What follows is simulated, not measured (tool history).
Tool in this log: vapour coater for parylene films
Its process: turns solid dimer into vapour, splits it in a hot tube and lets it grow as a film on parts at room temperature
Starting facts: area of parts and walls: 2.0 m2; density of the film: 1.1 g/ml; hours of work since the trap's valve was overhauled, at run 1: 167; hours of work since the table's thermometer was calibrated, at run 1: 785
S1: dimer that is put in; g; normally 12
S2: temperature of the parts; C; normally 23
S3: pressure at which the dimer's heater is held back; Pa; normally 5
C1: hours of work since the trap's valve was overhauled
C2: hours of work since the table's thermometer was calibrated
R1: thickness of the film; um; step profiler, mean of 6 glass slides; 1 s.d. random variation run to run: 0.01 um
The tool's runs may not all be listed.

{"run": 1, "hour": 0.0, "S1": 12, "S2": 23, "S3": 5, "C1": 167, "C2": 785, "R1": 2.44}
{"run": 2, "hour": 19.9, "S1": 12, "S2": 23, "S3": 5, "C1": 181, "C2": 799, "R1": 2.46}
{"run": 3, "hour": 58.6, "S1": 12, "S2": 23, "S3": 5, "C1": 209, "C2": 827, "R1": 2.46}
{"run": 4, "hour": 83.4, "S1": 12, "S2": 23, "S3": 5, "C1": 226, "C2": 844, "R1": 2.47}
{"hour": 101.7, "done": "trap's valve overhauled"}
{"run": 5, "hour": 106.5, "S1": 12, "S2": 23, "S3": 5, "C1": 3, "C2": 858, "R1": 2.45}
{"run": 6, "hour": 152.9, "S1": 12, "S2": 23, "S3": 5, "C1": 36, "C2": 891, "R1": 2.48}
{"hour": 175.6, "done": "table's thermometer calibrated"}
{"run": 7, "hour": 194.6, "S1": 9, "S2": 23, "S3": 7.54, "C1": 65, "C2": 14, "R1": 1.79}
{"run": 8, "hour": 239.2, "S1": 14, "S2": 23, "S3": 7.54, "C1": 97, "C2": 45, "R1": 2.79}
{"run": 9, "hour": 264.0, "S1": 14, "S2": 19, "S3": 9.66, "C1": 115, "C2": 63, "R1": 2.93}
{"run": 10, "hour": 289.6, "S1": 14, "S2": 19, "S3": 9.66, "C1": 133, "C2": 81, "R1": 2.92}
{"run": 11, "hour": 317.3, "S1": 13, "S2": 21, "S3": 6.85, "C1": 152, "C2": 101, "R1": 2.7}

Some steps in R1 between neighbouring runs. How much of each would the tool show without its hidden state too (settings, what came in, random variation), and how much is left for the hidden state, with any gauge scatter that isn't in both results?
Hidden conditions of the tool in this case: vapour lost through the trap's worn valve, %; true temperature of the parts over the reading, C; drift of the gauge itself on film_um, %.
Run 3 -> 4: settings left as they were, no log entry in between. R1 +0.01 um: hidden state +0.01, all else +0.
Run 7 -> 8: S1 9 -> 14. R1 +1 um: hidden state +0, all else +1.

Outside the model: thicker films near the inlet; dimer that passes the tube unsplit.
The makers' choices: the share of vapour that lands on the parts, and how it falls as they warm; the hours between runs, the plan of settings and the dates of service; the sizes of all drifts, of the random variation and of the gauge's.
